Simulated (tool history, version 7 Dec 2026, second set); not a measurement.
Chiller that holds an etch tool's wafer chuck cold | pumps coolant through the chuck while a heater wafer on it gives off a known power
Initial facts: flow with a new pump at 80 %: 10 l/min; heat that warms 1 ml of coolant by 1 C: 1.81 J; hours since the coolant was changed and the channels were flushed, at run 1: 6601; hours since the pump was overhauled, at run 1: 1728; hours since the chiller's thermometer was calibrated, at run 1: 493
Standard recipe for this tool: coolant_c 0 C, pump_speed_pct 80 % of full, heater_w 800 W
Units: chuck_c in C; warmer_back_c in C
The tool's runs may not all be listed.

run     day  coolant_c  pump_speed_pct  heater_w  hours since the coolant was changed and the channels were flushed  hours since the pump was overhauled  hours since the chiller's thermometer was calibrated  chuck_c  warmer_back_c
  1   0.000          0              80       800                                                               6601                                 1728                                                   493      5.4           2.60
      1.258  -- coolant changed, channels flushed
  2   1.358          0              80       800                                                                  2                                 1755                                                   519      5.5           2.69
  3   2.512          0              80       800                                                                 30                                 1782                                                   547      5.4           2.73
  4   3.846          0              80       800                                                                 62                                 1814                                                   579      5.7           2.76
  5   5.712          0              80       800                                                                107                                 1859                                                   624      5.7           2.76
  6   7.046          0              80       800                                                                139                                 1891                                                   656      5.6           2.86
  7   8.612          0              80       800                                                                176                                 1929                                                   693      5.6           2.80
  8  10.308         -8              80       800                                                                217                                 1969                                                   734     -2.3           2.87
  9  12.083         -8              78       800                                                                260                                 2012                                                   777     -2.4           3.03
 10  12.979          0              80       800                                                                281                                 2033                                                   798      5.5           2.93
 11  14.112          0              80       800                                                                308                                 2061                                                   825      5.5           2.94
 12  15.608          0              80       800                                                                344                                 2097                                                   861      5.4           2.96
 13  17.496          0              80       800                                                                390                                 2142                                                   907      5.6           2.96
 14  18.808          0              80       800                                                                421                                 2173                                                   938      5.6           3.01
 15  20.267          0              80       800                                                                456                                 2208                                                   973      5.5           3.08
     20.862  -- gauge calibrated
 16  21.288          0              80       800                                                                481                                 2233                                                   998      5.5           2.67
 17  23.350         -7              81       623                                                                530                                 2282                                                  1047     -2.8           2.14
 18  25.238         -7              81       623                                                                575                                 2328                                                  1092     -2.8           2.17
 19  26.188         -7              81       623                                                                598                                 2350                                                  1115     -2.8           2.14
 20  27.454        -10              87       419                                                                629                                 2381                                                  1146     -7.3           1.41
 21  28.583          7              92       800                                                                656                                 2408                                                  1173     11.8           2.43
 22  30.088          3              86       818                                                                692                                 2444                                                  1209      8.3           2.77
 23  32.050         -6              81       816                                                                739                                 2491                                                  1256     -0.4           2.92
 24  33.475         -1              81       750                                                                773                                 2525                                                  1290      4.2           2.70
 25  35.288         -1              78       750                                                                817                                 2569                                                  1334      4.4           2.86
 26  36.396          6              66       720                                                                843                                 2595                                                  1360     11.8           3.30
 27  38.425          0              78       800                                                                892                                 2644                                                  1409      5.6           3.14
 28  39.875         -7              82       430                                                                927                                 2679                                                  1444     -4.1           1.79
 29  40.838          0              82       988                                                                950                                 2702                                                  1467      7.0           3.58
 30  42.688         -1              80       720                                                                994                                 2746                                                  1511      3.9           2.87
 31  43.721         -7              68      1039                                                               1019                                 2771                                                  1536      1.3           4.59

Below, some changes in warmer_back_c between adjacent runs. For each, the amount present without the hidden state too (settings, incoming material, random variation) and the amount remaining for the hidden state with gauge scatter not shared by both compared results:
Hidden conditions of the tool in this case: heat passed by the chuck's channels, % of clean ones'; flow at a given pump speed, % of a new pump's; coolant's true temperature over the reading, C; drift of the gauge itself on chuck_c, C; drift of the gauge itself on warmer_back_c, C.
Run 8 -> 9: pump_speed_pct 80 -> 78. warmer_back_c +0.16 C: hidden state +0.05, all else +0.11.
Run 15 -> 16: gauge calibrated. warmer_back_c -0.41 C: hidden state -0.41, all else +0.00.
Run 16 -> 17: coolant_c 0 -> -7, pump_speed_pct 80 -> 81, heater_w 800 -> 623. warmer_back_c -0.53 C: hidden state +0.05, all else -0.58.
Run 27 -> 28: coolant_c 0 -> -7, pump_speed_pct 78 -> 82, heater_w 800 -> 430. warmer_back_c -1.35 C: hidden state +0.03, all else -1.38.
Run 28 -> 29: coolant_c -7 -> 0, heater_w 430 -> 988. warmer_back_c +1.79 C: hidden state +0.02, all else +1.77.
Run 30 -> 31: coolant_c -1 -> -7, pump_speed_pct 80 -> 68, heater_w 720 -> 1039. warmer_back_c +1.72 C: hidden state +0.03, all else +1.69.
